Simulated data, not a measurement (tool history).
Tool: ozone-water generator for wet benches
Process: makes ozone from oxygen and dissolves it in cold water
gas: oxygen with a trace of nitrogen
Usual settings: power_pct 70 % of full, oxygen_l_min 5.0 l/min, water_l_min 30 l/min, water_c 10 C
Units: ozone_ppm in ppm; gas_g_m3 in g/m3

run,day,power_pct,oxygen_l_min,water_l_min,water_c,ozone_ppm,gas_g_m3
1,0.000,70,5.0,30,10,13.1,196.1
2,5.150,70,5.0,30,10,13.3,196.9
3,10.892,70,5.0,22,10,17.7,195.9
4,18.879,70,5.0,22,10,17.3,194.4
5,23.908,70,5.0,22,10,17.7,194.7
6,29.912,70,5.0,22,10,17.2,195.1
7,38.212,70,5.0,22,10,17.4,194.9
8,45.771,70,5.0,30,9,13.0,191.0
9,52.312,94,5.0,30,10,16.5,247.6
10,56.254,94,5.0,30,10,16.3,243.9
11,62.029,94,5.0,30,10,16.5,246.6
12,66.092,70,5.0,30,5,13.3,191.1
13,71.738,61,4.3,46,7,7.2,184.3
14,75.504,61,4.3,46,7,7.1,184.4

The next listed run, before its measurement:
15,82.554,70,5.0,47,5,?,?

Run 15 gave ozone_ppm 8.2 ppm, gas_g_m3 190.7 g/m3.
Without the tool's hidden state the same run would have given ozone_ppm 9.4 ppm, gas_g_m3 214.5 g/m3.
